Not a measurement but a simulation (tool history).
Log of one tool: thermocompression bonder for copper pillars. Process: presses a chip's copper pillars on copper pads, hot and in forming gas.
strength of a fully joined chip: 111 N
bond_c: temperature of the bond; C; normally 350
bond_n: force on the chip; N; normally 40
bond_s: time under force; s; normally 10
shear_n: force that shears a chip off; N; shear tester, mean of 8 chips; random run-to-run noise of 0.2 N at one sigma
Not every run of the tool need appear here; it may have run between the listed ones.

{"run": 1, "hour": 0.0, "bond_c": 350, "bond_n": 40, "bond_s": 10, "shear_n": 41.8}
{"run": 2, "hour": 12.3, "bond_c": 350, "bond_n": 40, "bond_s": 10, "shear_n": 41.6}
{"run": 3, "hour": 30.6, "bond_c": 350, "bond_n": 40, "bond_s": 10, "shear_n": 41.9}
{"run": 4, "hour": 43.7, "bond_c": 350, "bond_n": 40, "bond_s": 10, "shear_n": 42.2}
{"run": 5, "hour": 61.4, "bond_c": 350, "bond_n": 40, "bond_s": 10, "shear_n": 41.5}
{"run": 6, "hour": 74.3, "bond_c": 350, "bond_n": 40, "bond_s": 10, "shear_n": 41.8}
{"run": 7, "hour": 92.3, "bond_c": 324, "bond_n": 40, "bond_s": 10, "shear_n": 34.8}
{"run": 8, "hour": 113.5, "bond_c": 350, "bond_n": 40, "bond_s": 9, "shear_n": 40.1}
{"run": 9, "hour": 136.8, "bond_c": 350, "bond_n": 40, "bond_s": 9, "shear_n": 39.8}
{"run": 10, "hour": 151.5, "bond_c": 350, "bond_n": 40, "bond_s": 9, "shear_n": 39.9}
{"hour": 164.5, "done": "forming gas filter changed"}
{"run": 11, "hour": 166.3, "bond_c": 350, "bond_n": 40, "bond_s": 25, "shear_n": 60.4}
{"run": 12, "hour": 184.6, "bond_c": 334, "bond_n": 40, "bond_s": 10, "shear_n": 38.9}
{"run": 13, "hour": 206.7, "bond_c": 334, "bond_n": 40, "bond_s": 10, "shear_n": 38.4}
{"run": 14, "hour": 228.1, "bond_c": 352, "bond_n": 40, "bond_s": 10, "shear_n": 43.8}
{"run": 15, "hour": 248.2, "bond_c": 352, "bond_n": 40, "bond_s": 10, "shear_n": 43.7}
{"run": 16, "hour": 269.2, "bond_c": 352, "bond_n": 40, "bond_s": 10, "shear_n": 43.6}
{"run": 17, "hour": 282.5, "bond_c": 352, "bond_n": 40, "bond_s": 10, "shear_n": 43.6}
{"run": 18, "hour": 295.8, "bond_c": 352, "bond_n": 40, "bond_s": 11, "shear_n": 45.9}
{"run": 19, "hour": 314.3, "bond_c": 352, "bond_n": 40, "bond_s": 11, "shear_n": 45.3}
{"run": 20, "hour": 335.3, "bond_c": 352, "bond_n": 40, "bond_s": 11, "shear_n": 45.1}
{"run": 21, "hour": 359.0, "bond_c": 352, "bond_n": 40, "bond_s": 11, "shear_n": 45.1}
{"run": 22, "hour": 375.7, "bond_c": 352, "bond_n": 40, "bond_s": 11, "shear_n": 45.1}
{"run": 23, "hour": 398.5, "bond_c": 337, "bond_n": 60, "bond_s": 22, "shear_n": 69.8}
{"run": 24, "hour": 411.5, "bond_c": 337, "bond_n": 60, "bond_s": 22, "shear_n": 69.7}
{"run": 25, "hour": 426.0, "bond_c": 337, "bond_n": 60, "bond_s": 22, "shear_n": 69.7}
{"run": 26, "hour": 437.0, "bond_c": 375, "bond_n": 36, "bond_s": 17, "shear_n": 55.4}
{"run": 27, "hour": 456.0, "bond_c": 350, "bond_n": 47, "bond_s": 12, "shear_n": 52.4}
{"run": 28, "hour": 477.4, "bond_c": 350, "bond_n": 47, "bond_s": 12, "shear_n": 52.1}
{"run": 29, "hour": 493.0, "bond_c": 350, "bond_n": 35, "bond_s": 12, "shear_n": 41.1}
{"run": 30, "hour": 514.4, "bond_c": 350, "bond_n": 35, "bond_s": 12, "shear_n": 41.1}
{"run": 31, "hour": 537.1, "bond_c": 350, "bond_n": 35, "bond_s": 12, "shear_n": 40.8}
{"run": 32, "hour": 552.0, "bond_c": 350, "bond_n": 38, "bond_s": 17, "shear_n": 50.0}
{"run": 33, "hour": 567.8, "bond_c": 346, "bond_n": 42, "bond_s": 10, "shear_n": 43.2}
{"hour": 573.1, "done": "forming gas filter changed"}
{"run": 34, "hour": 590.1, "bond_c": 356, "bond_n": 42, "bond_s": 17, "shear_n": 57.8}
{"run": 35, "hour": 608.9, "bond_c": 356, "bond_n": 42, "bond_s": 17, "shear_n": 57.9}
{"run": 36, "hour": 622.7, "bond_c": 356, "bond_n": 25, "bond_s": 23, "shear_n": 43.0}
{"run": 37, "hour": 636.5, "bond_c": 356, "bond_n": 25, "bond_s": 23, "shear_n": 43.3}
{"run": 38, "hour": 658.5, "bond_c": 356, "bond_n": 25, "bond_s": 23, "shear_n": 43.0}
{"run": 39, "hour": 672.0, "bond_c": 357, "bond_n": 45, "bond_s": 28, "shear_n": 70.8}

Branching from run 39: 4 alternative next runs. What would each branch give?
{"run": "A", "hour": 696.4, "bond_c": 366, "bond_n": 45, "bond_s": 7, "shear_n": "?"}
{"run": "B", "hour": 696.4, "bond_c": 357, "bond_n": 28, "bond_s": 28, "shear_n": "?"}
{"run": "C", "hour": 696.4, "bond_c": 329, "bond_n": 32, "bond_s": 24, "shear_n": "?"}
{"run": "D", "hour": 696.4, "bond_c": 349, "bond_n": 40, "bond_s": 14, "shear_n": "?"}

run=A shear_n=47.2
run=B shear_n=51.0
run=C shear_n=44.3
run=D shear_n=49.6
With the hidden condition removed and each run's random variation left untouched, the same runs would have given:
run=A shear_n=43.6
run=B shear_n=47.2
run=C shear_n=40.5
run=D shear_n=45.8
